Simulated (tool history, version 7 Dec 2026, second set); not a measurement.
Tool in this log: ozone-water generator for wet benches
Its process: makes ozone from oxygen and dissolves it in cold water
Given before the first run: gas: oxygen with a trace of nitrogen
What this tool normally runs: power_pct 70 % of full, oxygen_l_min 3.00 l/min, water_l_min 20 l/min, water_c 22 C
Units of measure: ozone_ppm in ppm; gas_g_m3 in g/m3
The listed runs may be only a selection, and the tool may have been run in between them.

run 1 hour=0.0 | power_pct=70 oxygen_l_min=3.00 water_l_min=20 water_c=22 | ozone_ppm=12.3 gas_g_m3=162.0
run 2 hour=112.5 | power_pct=70 oxygen_l_min=3.00 water_l_min=20 water_c=22 | ozone_ppm=12.6 gas_g_m3=161.6
run 3 hour=204.0 | power_pct=70 oxygen_l_min=3.00 water_l_min=20 water_c=22 | ozone_ppm=12.4 gas_g_m3=161.2
run 4 hour=318.4 | power_pct=70 oxygen_l_min=3.00 water_l_min=20 water_c=22 | ozone_ppm=12.5 gas_g_m3=161.7
run 5 hour=489.2 | power_pct=70 oxygen_l_min=3.00 water_l_min=20 water_c=22 | ozone_ppm=12.2 gas_g_m3=160.8
run 6 hour=580.6 | power_pct=70 oxygen_l_min=3.00 water_l_min=20 water_c=22 | ozone_ppm=12.1 gas_g_m3=159.1
run 7 hour=664.1 | power_pct=70 oxygen_l_min=3.00 water_l_min=20 water_c=22 | ozone_ppm=12.1 gas_g_m3=158.0
run 8 hour=770.3 | power_pct=70 oxygen_l_min=3.00 water_l_min=20 water_c=22 | ozone_ppm=12.1 gas_g_m3=158.5
run 9 hour=959.7 | power_pct=70 oxygen_l_min=3.00 water_l_min=20 water_c=22 | ozone_ppm=12.0 gas_g_m3=158.5
run 10 hour=1098.2 | power_pct=70 oxygen_l_min=3.00 water_l_min=20 water_c=22 | ozone_ppm=11.7 gas_g_m3=155.9
run 11 hour=1194.1 | power_pct=70 oxygen_l_min=3.38 water_l_min=20 water_c=22 | ozone_ppm=12.0 gas_g_m3=147.6
run 12 hour=1292.5 | power_pct=70 oxygen_l_min=3.38 water_l_min=20 water_c=22 | ozone_ppm=12.0 gas_g_m3=146.2
run 13 hour=1448.2 | power_pct=70 oxygen_l_min=3.38 water_l_min=20 water_c=22 | ozone_ppm=12.0 gas_g_m3=145.0
run 14 hour=1625.2 | power_pct=70 oxygen_l_min=3.00 water_l_min=20 water_c=22 | ozone_ppm=11.6 gas_g_m3=153.1
run 15 hour=1780.9 | power_pct=70 oxygen_l_min=3.00 water_l_min=31 water_c=15 | ozone_ppm=7.7 gas_g_m3=150.2
run 16 hour=1859.6 | power_pct=99 oxygen_l_min=2.32 water_l_min=23 water_c=29 | ozone_ppm=11.0 gas_g_m3=211.6
run 17 hour=1973.2 | power_pct=99 oxygen_l_min=2.32 water_l_min=23 water_c=29 | ozone_ppm=11.0 gas_g_m3=214.5
run 18 hour=2163.1 | power_pct=70 oxygen_l_min=4.66 water_l_min=16 water_c=22 | ozone_ppm=14.1 gas_g_m3=121.5
run 19 hour=2267.0 | power_pct=70 oxygen_l_min=4.66 water_l_min=16 water_c=22 | ozone_ppm=14.0 gas_g_m3=119.2
run 20 hour=2439.9 | power_pct=70 oxygen_l_min=4.66 water_l_min=16 water_c=22 | ozone_ppm=13.9 gas_g_m3=119.1
run 21 hour=2568.6 | power_pct=70 oxygen_l_min=4.66 water_l_min=16 water_c=22 | ozone_ppm=13.7 gas_g_m3=118.2
run 22 hour=2651.9 | power_pct=89 oxygen_l_min=3.41 water_l_min=20 water_c=29 | ozone_ppm=11.8 gas_g_m3=159.9
run 23 hour=2788.8 | power_pct=60 oxygen_l_min=1.80 water_l_min=20 water_c=24 | ozone_ppm=8.8 gas_g_m3=170.5
run 24 hour=2940.4 | power_pct=70 oxygen_l_min=3.00 water_l_min=20 water_c=16 | ozone_ppm=11.4 gas_g_m3=144.0
run 25 hour=3045.7 | power_pct=83 oxygen_l_min=3.00 water_l_min=20 water_c=15 | ozone_ppm=12.8 gas_g_m3=159.4
run 26 hour=3235.4 | power_pct=83 oxygen_l_min=3.00 water_l_min=20 water_c=15 | ozone_ppm=12.7 gas_g_m3=159.4
run 27 hour=3370.6 | power_pct=70 oxygen_l_min=1.58 water_l_min=12 water_c=22 | ozone_ppm=15.0 gas_g_m3=195.3
run 28 hour=3486.6 | power_pct=70 oxygen_l_min=1.61 water_l_min=12 water_c=22 | ozone_ppm=14.9 gas_g_m3=194.1

Measured minus without-hidden-state, run by run (identical run-to-run variation in each term; gauge scatter may differ):
What the log doesn't record here: yield of the discharge, % of new electrodes'; contactor's efficiency, % of a clean one's; true water temperature over the reading, C; drift of the gauge itself on ozone_ppm, %; drift of the gauge itself on gas_g_m3, %.
run=1 ozone_ppm=-3.4 gas_g_m3=-41.4
run=2 ozone_ppm=-3.4 gas_g_m3=-42.0
run=3 ozone_ppm=-3.4 gas_g_m3=-42.7
run=4 ozone_ppm=-3.6 gas_g_m3=-43.7
run=5 ozone_ppm=-3.7 gas_g_m3=-44.8
run=6 ozone_ppm=-3.7 gas_g_m3=-45.1
run=7 ozone_ppm=-3.7 gas_g_m3=-45.4
run=8 ozone_ppm=-3.8 gas_g_m3=-46.2
run=9 ozone_ppm=-3.9 gas_g_m3=-47.3
run=10 ozone_ppm=-3.9 gas_g_m3=-48.0
run=11 ozone_ppm=-4.1 gas_g_m3=-46.2
run=12 ozone_ppm=-4.1 gas_g_m3=-46.5
run=13 ozone_ppm=-4.2 gas_g_m3=-47.1
run=14 ozone_ppm=-4.3 gas_g_m3=-51.4
run=15 ozone_ppm=-3.0 gas_g_m3=-51.9
run=16 ozone_ppm=-5.5 gas_g_m3=-96.2
run=17 ozone_ppm=-5.5 gas_g_m3=-98.6
run=18 ozone_ppm=-5.7 gas_g_m3=-44.1
run=19 ozone_ppm=-5.7 gas_g_m3=-44.5
run=20 ozone_ppm=-6.0 gas_g_m3=-45.2
run=21 ozone_ppm=-5.9 gas_g_m3=-45.8
run=22 ozone_ppm=-6.2 gas_g_m3=-75.0
run=23 ozone_ppm=-3.5 gas_g_m3=-59.0
run=24 ozone_ppm=-5.2 gas_g_m3=-58.8
run=25 ozone_ppm=-6.8 gas_g_m3=-75.2
run=26 ozone_ppm=-6.9 gas_g_m3=-76.9
run=27 ozone_ppm=-7.1 gas_g_m3=-84.2
run=28 ozone_ppm=-7.3 gas_g_m3=-84.7
